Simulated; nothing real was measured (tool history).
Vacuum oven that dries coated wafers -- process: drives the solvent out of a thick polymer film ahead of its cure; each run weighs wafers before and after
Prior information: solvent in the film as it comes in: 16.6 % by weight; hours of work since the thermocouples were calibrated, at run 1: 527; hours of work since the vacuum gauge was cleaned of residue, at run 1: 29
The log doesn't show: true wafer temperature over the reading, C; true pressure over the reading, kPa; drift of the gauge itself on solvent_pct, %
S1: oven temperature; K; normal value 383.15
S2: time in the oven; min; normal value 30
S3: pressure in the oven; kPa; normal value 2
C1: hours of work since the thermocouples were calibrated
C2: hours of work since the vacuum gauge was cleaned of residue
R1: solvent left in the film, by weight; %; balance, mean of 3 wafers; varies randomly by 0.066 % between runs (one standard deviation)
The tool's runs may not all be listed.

| run | hour | S1 | S2 | S3 | C1 | C2 | R1 |
|---|---|---|---|---|---|---|---|
| 1 | 0 | 383.15 | 30 | 2 | 527 | 29 | 4.17 |
| 2 | 92.9 | 383.15 | 30 | 2 | 574 | 76 | 4.12 |
| 3 | 171.4 | 383.15 | 30 | 2 | 614 | 116 | 4.04 |
| 4 | 265.6 | 383.15 | 30 | 2 | 662 | 164 | 3.97 |
| 5 | 328.7 | 389.15 | 30 | 2 | 694 | 196 | 2.69 |
| 6 | 413.1 | 389.15 | 30 | 2 | 737 | 239 | 2.66 |
| 7 | 516.9 | 389.15 | 30 | 2 | 790 | 292 | 2.7 |
| 8 | 572.9 | 383.15 | 30 | 2 | 819 | 320 | 3.89 |
| 9 | 669.4 | 383.15 | 30 | 2 | 868 | 369 | 4.04 |
| 10 | 779.6 | 383.15 | 30 | 6.65 | 924 | 426 | 8.62 |
| 11 | 871.2 | 383.15 | 30 | 6.65 | 970 | 472 | 8.7 |
| 12 | 931.1 | 382.15 | 49 | 4.97 | 1001 | 503 | 6.22 |
| 13 | 1051.3 | 382.15 | 49 | 4.97 | 1062 | 564 | 6.16 |

What does the tool deliver on the next run?
| 14 | 1153.2 | 393.15 | 18 | 2.83 | 1114 | 616 | ? |

{"run 14": {"R1": 3.67}}
If the tool had no hidden condition, the same run with the same run-to-run variation would have returned R1 4.07 %.
